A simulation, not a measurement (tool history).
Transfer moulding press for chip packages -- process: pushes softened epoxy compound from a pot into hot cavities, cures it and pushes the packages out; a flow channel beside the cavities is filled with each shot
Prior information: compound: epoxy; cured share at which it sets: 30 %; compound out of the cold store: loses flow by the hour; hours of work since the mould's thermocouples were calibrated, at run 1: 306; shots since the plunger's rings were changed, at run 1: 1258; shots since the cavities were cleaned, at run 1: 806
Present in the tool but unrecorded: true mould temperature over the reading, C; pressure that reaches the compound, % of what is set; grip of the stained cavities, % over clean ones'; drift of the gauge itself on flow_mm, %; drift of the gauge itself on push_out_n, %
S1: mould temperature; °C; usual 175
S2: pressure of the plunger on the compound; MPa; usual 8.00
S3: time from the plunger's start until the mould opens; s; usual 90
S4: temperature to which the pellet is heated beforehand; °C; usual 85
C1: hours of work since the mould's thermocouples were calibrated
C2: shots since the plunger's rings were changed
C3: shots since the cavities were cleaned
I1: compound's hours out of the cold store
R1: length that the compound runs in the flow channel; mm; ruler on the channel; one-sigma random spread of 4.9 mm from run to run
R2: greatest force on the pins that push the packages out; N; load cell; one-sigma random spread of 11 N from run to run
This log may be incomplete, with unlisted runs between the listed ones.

run,hour,S1,S2,S3,S4,C1,C2,C3,I1,R1,R2
1,0.0,175,8.00,90,85,306,1258,806,24.6,503,1001
# hour 10.4: cavities cleaned with cleaning compound and waxed
2,21.8,175,8.00,71,85,322,1572,177,42.5,463,1097
3,53.0,175,8.00,71,85,346,2056,661,22.1,508,1536
# hour 71.2: cavities cleaned with cleaning compound and waxed
4,73.8,175,8.00,71,85,362,2355,40,38.4,470,939
5,94.1,175,8.00,90,85,378,2670,355,26.0,490,814
6,121.8,175,8.00,90,85,399,3100,785,21.6,500,994
# hour 131.8: cavities cleaned with cleaning compound and waxed
7,157.4,175,8.00,90,85,426,3627,395,27.2,482,801
# hour 192.3: cavities cleaned with cleaning compound and waxed
8,197.1,170,8.00,90,85,456,4220,75,36.3,478,851
9,230.0,170,8.00,90,85,482,4730,585,45.8,438,1243
# hour 253.9: cavities cleaned with cleaning compound and waxed
10,269.1,170,8.00,90,85,512,5313,235,18.8,496,1140
11,306.6,175,8.00,90,85,542,5895,817,32.6,453,931
# hour 316.0: cavities cleaned with cleaning compound and waxed
12,330.0,175,8.00,90,85,559,6233,217,12.8,495,752
13,351.5,175,8.00,90,85,576,6566,550,44.2,418,865
# hour 371.6: plunger's sealing rings changed
# hour 378.6: cavities cleaned with cleaning compound and waxed
14,384.8,175,8.00,90,76,599,181,96,43.2,473,639
15,421.9,176,9.72,90,76,628,756,671,15.6,579,885
# hour 441.4: cavities cleaned with cleaning compound and waxed
16,444.8,176,9.72,90,76,645,1088,54,22.9,569,588
17,470.8,175,6.33,103,77,665,1490,456,21.8,461,714
18,491.9,175,6.33,103,77,682,1817,783,35.2,425,827

What will run 19 give?
# hour 502.1: cavities cleaned with cleaning compound and waxed
19,524.4,175,8.00,97,92,706,2299,347,28.9,?,?

Run 19 yielded R1 478 mm, R2 728 N.
If the tool had no hidden condition, the same run with the same run-to-run variation would have returned R1 498 mm, R2 477 N.
